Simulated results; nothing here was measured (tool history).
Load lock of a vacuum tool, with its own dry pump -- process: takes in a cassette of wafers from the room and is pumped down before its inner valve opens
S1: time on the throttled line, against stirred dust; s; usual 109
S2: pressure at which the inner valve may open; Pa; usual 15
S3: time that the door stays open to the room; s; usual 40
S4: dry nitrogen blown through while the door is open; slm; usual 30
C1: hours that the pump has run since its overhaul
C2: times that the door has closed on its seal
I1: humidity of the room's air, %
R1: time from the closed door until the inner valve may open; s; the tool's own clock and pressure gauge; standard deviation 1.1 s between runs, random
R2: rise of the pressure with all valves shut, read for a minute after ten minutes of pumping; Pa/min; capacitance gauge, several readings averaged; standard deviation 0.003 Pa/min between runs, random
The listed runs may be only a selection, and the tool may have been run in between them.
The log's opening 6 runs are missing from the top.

run    hour   S1  S2   S3  S4     C1     C2    I1     R1     R2
  7     626  109  14   40  30   8923   6309  44.4  183.6  0.025
  8   770.1  109  14   40  30   9068   6693  44.7  186.1  0.026
  9   858.5  109  14   40  30   9156   6928  45.2  185.9  0.023
 10   991.1  109  14   40  30   9288   7281  46.5  185.6  0.027
 11  1077.2  109  25   40  30   9375   7511  46.7  178.8  0.025
 12  1218.6  109  25   40  30   9516   7888  41.5  179.3  0.022
 13  1334.9  109  25   40  30   9632   8197    46  179.7  0.027
 14  1456.1  109  25   40  30   9753   8520  46.5  179.9  0.028
 15  1544.5  109  25   40  30   9842   8756  48.1    181  0.033
 16  1670.9  109  15   40  30   9968   9093  44.3  184.6  0.027
 17  1732.6  109  15   40  30  10030   9257  45.8  185.3  0.027
 18  1870.1  109  15   40  30  10168   9623  42.6  184.1  0.028
 19  1937.8   71  15   40  11  10235   9804  48.1  152.9  0.037
 20  2082.8   97  17   40  30  10380  10190    46  174.9  0.034
 21  2149.4   67  19   59  26  10447  10367  42.5  148.5  0.032
 22  2286.4   69  14   98   5  10584  10732  45.9  152.1  0.054
 23  2404.7  174  14   98   5  10702  11048  42.2  241.7  0.057
 24  2556.2  174  14   98   5  10854  11451  42.4  241.8  0.059
 25  2690.7  174  14   98   5  10988  11810  45.1  242.7  0.064
 26  2753.1  174  14   98   5  11051  11976  47.3  239.4  0.065
 27  2896.2   72  16  191  21  11194  12357  44.6  152.4  0.055

For run 28, what comes out?
 28  3035.1  72  16  65  24  11332  12727  46.4   ?   ?

{"run 28": {"R1": 155.2, "R2": 0.042}}
The same run, on a tool lacking any hidden state, would have yielded R1 146.7 s, R2 0.023 Pa/min.
